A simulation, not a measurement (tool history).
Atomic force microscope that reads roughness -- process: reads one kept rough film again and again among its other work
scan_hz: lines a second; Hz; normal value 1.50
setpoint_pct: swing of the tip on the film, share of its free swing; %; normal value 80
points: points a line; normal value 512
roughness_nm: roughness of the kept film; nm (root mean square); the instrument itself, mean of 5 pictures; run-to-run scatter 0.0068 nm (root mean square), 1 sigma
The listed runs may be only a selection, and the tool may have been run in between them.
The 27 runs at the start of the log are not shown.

Run 28, hour 361.7: usual settings but scan_hz 0.98 Hz, setpoint_pct 75 %, points 440. Result: roughness_nm 1.376 nm (root mean square).
Run 29, hour 374.5: usual settings but scan_hz 2.98 Hz, setpoint_pct 78 %. Result: roughness_nm 1.148 nm (root mean square).
Run 30, hour 386.6: usual settings but scan_hz 1.97 Hz, setpoint_pct 84 %, points 773. Result: roughness_nm 1.177 nm (root mean square).
Run 31, hour 399.9: usual settings but scan_hz 1.07 Hz, setpoint_pct 71 %, points 593. Result: roughness_nm 1.377 nm (root mean square).
Run 32, hour 415.2: usual settings but scan_hz 1.02 Hz, setpoint_pct 58 %, points 526. Result: roughness_nm 1.405 nm (root mean square).
Run 33, hour 423.4: usual settings but scan_hz 2.06 Hz, setpoint_pct 84 %. Result: roughness_nm 1.136 nm (root mean square).
Run 34, hour 439.9: usual settings but scan_hz 2.06 Hz, setpoint_pct 84 %. Result: roughness_nm 1.136 nm (root mean square).
Run 35, hour 452.3: usual settings but scan_hz 2.06 Hz, setpoint_pct 84 %. Result: roughness_nm 1.126 nm (root mean square).
Run 36, hour 461.3: usual settings but scan_hz 2.06 Hz, setpoint_pct 84 %. Result: roughness_nm 1.121 nm (root mean square).
Run 37, hour 477.2: usual settings but scan_hz 2.06 Hz, setpoint_pct 89 %, points 433. Result: roughness_nm 1.056 nm (root mean square).
Run 38, hour 491.7: usual settings but scan_hz 3.29 Hz, setpoint_pct 76 %, points 294. Result: roughness_nm 1.078 nm (root mean square).
Run 39, hour 500.2: usual settings but scan_hz 2.09 Hz, setpoint_pct 59 %, points 693. Result: roughness_nm 1.322 nm (root mean square).
Run 40, hour 509.3: usual settings but scan_hz 2.71 Hz, setpoint_pct 69 %. Result: roughness_nm 1.210 nm (root mean square).

5 ways to go on from here, each from the tool as it stands after run 40. What would each give?
At hour 526.8: new tip fitted.
Run A, hour 527.3: usual settings but scan_hz 0.82 Hz, setpoint_pct 61 %. Result: roughness_nm ?.
At hour 526.8: new tip fitted.
Run B, hour 527.3: usual settings but setpoint_pct 61 %, points 440. Result: roughness_nm ?.
At hour 526.8: new tip fitted.
Run C, hour 527.3: usual settings but scan_hz 2.71 Hz, setpoint_pct 60 %, points 489. Result: roughness_nm ?.
At hour 526.8: new tip fitted.
Run D, hour 527.3: usual settings but scan_hz 2.32 Hz, setpoint_pct 84 %. Result: roughness_nm ?.
At hour 526.8: new tip fitted.
Run E, hour 527.3: usual settings but scan_hz 0.52 Hz, setpoint_pct 60 %. Result: roughness_nm ?.

run  roughness_nm
  A         1.525
  B         1.481
  C         1.435
  D         1.195
  E         1.540
With no hidden state in the tool, these same runs would have given:
run  roughness_nm
  A         1.542
  B         1.498
  C         1.452
  D         1.209
  E         1.557
